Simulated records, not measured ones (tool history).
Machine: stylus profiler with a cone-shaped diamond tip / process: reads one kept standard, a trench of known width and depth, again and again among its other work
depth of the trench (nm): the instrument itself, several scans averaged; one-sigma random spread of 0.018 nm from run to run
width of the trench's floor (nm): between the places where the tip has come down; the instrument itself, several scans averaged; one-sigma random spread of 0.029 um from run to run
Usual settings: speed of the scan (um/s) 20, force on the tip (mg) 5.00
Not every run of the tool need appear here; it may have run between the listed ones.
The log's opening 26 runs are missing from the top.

run,day,speed of the scan (um/s),force on the tip (mg),scans with this tip,hours of work since the height scale was calibrated,depth of the trench (nm),width of the trench's floor (nm)
27,46.550,13,12.95,26981,301,101.70,18660
28,48.179,26,13.54,27312,329,101.77,18770
29,50.679,26,13.54,27822,372,101.78,18680
30,52.038,10,12.97,28098,395,101.70,18730
31,53.258,65,12.97,28347,416,101.71,18640
32,55.721,65,12.97,28848,458,101.73,18670
33,57.708,8,4.68,29253,492,100.84,18710
34,59.025,8,4.68,29521,514,100.87,18690
35,61.079,9,9.28,29940,549,101.38,18720
36,63.004,9,9.28,30331,582,101.35,18740
37,65.542,9,6.10,30848,626,101.03,18730
38,67.321,7,12.15,31210,656,101.60,18790
39,69.683,7,12.15,31691,696,101.65,18730
40,72.108,15,13.77,32185,738,101.81,18710

What if the next run were any one of these 3? Each begins from the tool's condition after run 40:
A,73.762,29,2.83,32522,766,?,?
B,73.762,7,1.96,32522,766,?,?
C,73.762,16,2.39,32522,766,?,?

run,depth of the trench (nm),width of the trench's floor (nm)
A,100.63,18640
B,100.46,18710
C,100.57,18710
With no hidden state in the tool, these same runs would have given:
run,depth of the trench (nm),width of the trench's floor (nm)
A,100.63,18670
B,100.45,18740
C,100.57,18740
